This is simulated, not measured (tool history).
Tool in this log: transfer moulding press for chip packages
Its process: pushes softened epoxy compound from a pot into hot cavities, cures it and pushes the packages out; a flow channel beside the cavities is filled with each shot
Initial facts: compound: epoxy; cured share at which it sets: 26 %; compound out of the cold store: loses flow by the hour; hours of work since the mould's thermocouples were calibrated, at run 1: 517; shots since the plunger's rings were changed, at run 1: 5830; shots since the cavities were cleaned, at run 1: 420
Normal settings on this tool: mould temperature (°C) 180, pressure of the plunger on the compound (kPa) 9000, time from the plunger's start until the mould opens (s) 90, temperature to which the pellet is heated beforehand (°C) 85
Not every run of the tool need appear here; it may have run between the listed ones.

run	day	mould temperature (°C)	pressure of the plunger on the compound (kPa)	time from the plunger's start until the mould opens (s)	temperature to which the pellet is heated beforehand (°C)	hours of work since the mould's thermocouples were calibrated	shots since the plunger's rings were changed	shots since the cavities were cleaned	incoming compound's hours out of the cold store	length that the compound runs in the flow channel (mm)	greatest force on the pins that push the packages out (N)
1	0.000	180	9000	90	85	517	5830	420	13.2	494	307
2	0.392	180	9000	90	85	522	5934	524	25.1	464	316
# day 0.821: mould's thermocouples calibrated
3	1.062	185	9000	90	85	4	6091	681	17.4	475	294
# day 1.608: cavities cleaned with cleaning compound and waxed
4	1.883	180	9000	90	85	15	6294	74	47.3	429	220
5	2.475	180	9000	90	85	24	6453	233	10.2	497	272
# day 2.829: plunger's sealing rings changed
6	2.942	175	9000	90	85	29	30	329	13.7	542	396
7	3.517	175	9000	90	85	37	183	482	32.8	503	379
8	4.112	180	9000	90	85	46	342	641	29.2	497	336
9	4.654	180	9000	90	85	54	488	787	12.5	540	344
# day 4.808: cavities cleaned with cleaning compound and waxed
10	5.379	180	9000	90	85	64	664	152	14.0	523	251
11	6.029	180	9000	90	85	73	838	326	11.6	531	298
12	6.821	180	9000	90	85	85	1049	537	18.0	514	319
13	7.525	180	9000	90	85	96	1237	725	19.5	512	349
# day 7.875: cavities cleaned with cleaning compound and waxed
14	8.154	180	9000	90	85	104	1389	74	44.7	456	231
15	8.512	173	7920	90	85	109	1485	170	36.9	459	374
16	9.304	179	7920	90	79	121	1696	381	24.2	471	307

What does the tool deliver on the next run?
17	9.754	180	9390	115	85	128	1817	502	32.0	?	?

length that the compound runs in the flow channel (mm): 488
greatest force on the pins that push the packages out (N): 257
Minus the tool's unlogged condition, the same run would have read length that the compound runs in the flow channel (mm) 501, greatest force on the pins that push the packages out (N) 168.
